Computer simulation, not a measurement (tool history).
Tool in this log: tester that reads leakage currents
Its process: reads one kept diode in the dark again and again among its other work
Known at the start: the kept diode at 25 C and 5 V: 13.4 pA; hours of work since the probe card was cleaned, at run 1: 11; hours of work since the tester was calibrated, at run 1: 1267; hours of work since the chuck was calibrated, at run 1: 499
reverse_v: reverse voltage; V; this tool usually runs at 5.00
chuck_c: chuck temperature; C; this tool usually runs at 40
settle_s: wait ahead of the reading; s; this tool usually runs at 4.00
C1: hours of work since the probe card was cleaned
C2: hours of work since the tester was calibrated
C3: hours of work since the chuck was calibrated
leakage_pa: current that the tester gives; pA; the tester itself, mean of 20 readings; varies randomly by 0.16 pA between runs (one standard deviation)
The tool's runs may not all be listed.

{"run": 1, "hour": 0.0, "reverse_v": 5.0, "chuck_c": 40, "settle_s": 4.0, "C1": 11, "C2": 1267, "C3": 499, "leakage_pa": 54.91}
{"run": 2, "hour": 82.1, "reverse_v": 5.0, "chuck_c": 40, "settle_s": 4.0, "C1": 62, "C2": 1318, "C3": 550, "leakage_pa": 55.89}
{"run": 3, "hour": 172.0, "reverse_v": 5.0, "chuck_c": 40, "settle_s": 4.0, "C1": 119, "C2": 1374, "C3": 607, "leakage_pa": 56.83}
{"run": 4, "hour": 305.0, "reverse_v": 5.0, "chuck_c": 53, "settle_s": 4.0, "C1": 202, "C2": 1458, "C3": 690, "leakage_pa": 156.19}
{"hour": 402.4, "done": "chuck's temperature calibrated"}
{"run": 5, "hour": 421.8, "reverse_v": 5.0, "chuck_c": 40, "settle_s": 4.4, "C1": 274, "C2": 1529, "C3": 12, "leakage_pa": 63.08}
{"run": 6, "hour": 511.4, "reverse_v": 5.0, "chuck_c": 40, "settle_s": 4.4, "C1": 330, "C2": 1585, "C3": 68, "leakage_pa": 64.14}
{"run": 7, "hour": 608.1, "reverse_v": 5.0, "chuck_c": 47, "settle_s": 4.4, "C1": 390, "C2": 1646, "C3": 129, "leakage_pa": 111.34}
{"run": 8, "hour": 686.5, "reverse_v": 5.0, "chuck_c": 47, "settle_s": 4.4, "C1": 439, "C2": 1695, "C3": 178, "leakage_pa": 112.37}
{"run": 9, "hour": 775.1, "reverse_v": 5.0, "chuck_c": 28, "settle_s": 4.0, "C1": 495, "C2": 1750, "C3": 233, "leakage_pa": 27.22}
{"hour": 821.3, "done": "chuck's temperature calibrated, once more"}
{"run": 10, "hour": 867.3, "reverse_v": 5.0, "chuck_c": 28, "settle_s": 4.0, "C1": 551, "C2": 1807, "C3": 29, "leakage_pa": 21.82}
{"run": 11, "hour": 959.1, "reverse_v": 1.75, "chuck_c": 40, "settle_s": 4.0, "C1": 608, "C2": 1864, "C3": 86, "leakage_pa": 28.9}
{"run": 12, "hour": 1035.2, "reverse_v": 5.0, "chuck_c": 32, "settle_s": 4.0, "C1": 656, "C2": 1912, "C3": 134, "leakage_pa": 30.55}
{"run": 13, "hour": 1155.3, "reverse_v": 5.0, "chuck_c": 32, "settle_s": 4.0, "C1": 731, "C2": 1987, "C3": 209, "leakage_pa": 31.53}
{"run": 14, "hour": 1255.5, "reverse_v": 5.0, "chuck_c": 32, "settle_s": 4.0, "C1": 794, "C2": 2050, "C3": 272, "leakage_pa": 32.04}
{"run": 15, "hour": 1383.5, "reverse_v": 5.0, "chuck_c": 40, "settle_s": 4.0, "C1": 874, "C2": 2130, "C3": 352, "leakage_pa": 58.51}
{"run": 16, "hour": 1464.0, "reverse_v": 5.0, "chuck_c": 40, "settle_s": 4.0, "C1": 924, "C2": 2180, "C3": 402, "leakage_pa": 59.4}
{"run": 17, "hour": 1584.8, "reverse_v": 2.43, "chuck_c": 25, "settle_s": 0.35, "C1": 1000, "C2": 2256, "C3": 478, "leakage_pa": 14.7}
{"run": 18, "hour": 1694.0, "reverse_v": 8.93, "chuck_c": 25, "settle_s": 0.35, "C1": 1068, "C2": 2324, "C3": 546, "leakage_pa": 39.36}
{"hour": 1720.5, "done": "probe card cleaned and baked"}
{"run": 19, "hour": 1823.8, "reverse_v": 15.28, "chuck_c": 25, "settle_s": 0.35, "C1": 65, "C2": 2403, "C3": 625, "leakage_pa": 39.29}
{"run": 20, "hour": 1900.7, "reverse_v": 15.28, "chuck_c": 25, "settle_s": 0.35, "C1": 113, "C2": 2451, "C3": 673, "leakage_pa": 40.21}
{"run": 21, "hour": 2002.6, "reverse_v": 5.13, "chuck_c": 40, "settle_s": 1.25, "C1": 176, "C2": 2515, "C3": 737, "leakage_pa": 58.7}
{"hour": 2026.0, "done": "chuck's temperature calibrated"}
{"run": 22, "hour": 2117.8, "reverse_v": 15.46, "chuck_c": 31, "settle_s": 4.0, "C1": 247, "C2": 2586, "C3": 57, "leakage_pa": 51.04}
{"run": 23, "hour": 2183.9, "reverse_v": 17.57, "chuck_c": 26, "settle_s": 4.58, "C1": 289, "C2": 2627, "C3": 99, "leakage_pa": 39.36}
{"run": 24, "hour": 2244.1, "reverse_v": 5.0, "chuck_c": 40, "settle_s": 4.22, "C1": 326, "C2": 2665, "C3": 136, "leakage_pa": 53.56}
{"run": 25, "hour": 2325.4, "reverse_v": 5.0, "chuck_c": 40, "settle_s": 4.22, "C1": 377, "C2": 2716, "C3": 187, "leakage_pa": 53.8}
{"run": 26, "hour": 2431.2, "reverse_v": 16.51, "chuck_c": 36, "settle_s": 2.21, "C1": 443, "C2": 2782, "C3": 253, "leakage_pa": 85.43}
{"run": 27, "hour": 2520.7, "reverse_v": 1.56, "chuck_c": 58, "settle_s": 4.0, "C1": 499, "C2": 2838, "C3": 309, "leakage_pa": 109.11}
{"run": 28, "hour": 2580.7, "reverse_v": 5.0, "chuck_c": 54, "settle_s": 8.44, "C1": 537, "C2": 2875, "C3": 347, "leakage_pa": 161.13}
{"run": 29, "hour": 2670.5, "reverse_v": 5.0, "chuck_c": 54, "settle_s": 7.51, "C1": 593, "C2": 2932, "C3": 403, "leakage_pa": 162.49}
{"run": 30, "hour": 2730.7, "reverse_v": 5.0, "chuck_c": 54, "settle_s": 7.51, "C1": 631, "C2": 2969, "C3": 441, "leakage_pa": 163.2}
{"run": 31, "hour": 2808.6, "reverse_v": 6.98, "chuck_c": 40, "settle_s": 4.0, "C1": 679, "C2": 3018, "C3": 489, "leakage_pa": 72.67}
{"run": 32, "hour": 2913.3, "reverse_v": 6.98, "chuck_c": 40, "settle_s": 4.0, "C1": 745, "C2": 3083, "C3": 555, "leakage_pa": 74.1}

Each run again, without the hidden state but with its own random variation kept:
Hidden state present: stray current of the dirty probe card, pA a volt; current scale over the true one, %; true chuck temperature over the reading, C; drift of the gauge itself on leakage_pa, %.
run=1 leakage_pa=48.96
run=2 leakage_pa=49.06
run=3 leakage_pa=49.10
run=4 leakage_pa=135.11
run=5 leakage_pa=48.75
run=6 leakage_pa=48.83
run=7 leakage_pa=85.68
run=8 leakage_pa=85.39
run=9 leakage_pa=17.90
run=10 leakage_pa=17.75
run=11 leakage_pa=26.80
run=12 leakage_pa=25.16
run=13 leakage_pa=25.23
run=14 leakage_pa=25.10
run=15 leakage_pa=48.90
run=16 leakage_pa=48.94
run=17 leakage_pa=10.37
run=18 leakage_pa=23.91
run=19 leakage_pa=34.34
run=20 leakage_pa=33.99
run=21 leakage_pa=50.11
run=22 leakage_pa=44.29
run=23 leakage_pa=31.06
run=24 leakage_pa=49.15
run=25 leakage_pa=48.62
run=26 leakage_pa=70.54
run=27 leakage_pa=101.07
run=28 leakage_pa=146.06
run=29 leakage_pa=145.68
run=30 leakage_pa=145.25
run=31 leakage_pa=59.41
run=32 leakage_pa=59.39

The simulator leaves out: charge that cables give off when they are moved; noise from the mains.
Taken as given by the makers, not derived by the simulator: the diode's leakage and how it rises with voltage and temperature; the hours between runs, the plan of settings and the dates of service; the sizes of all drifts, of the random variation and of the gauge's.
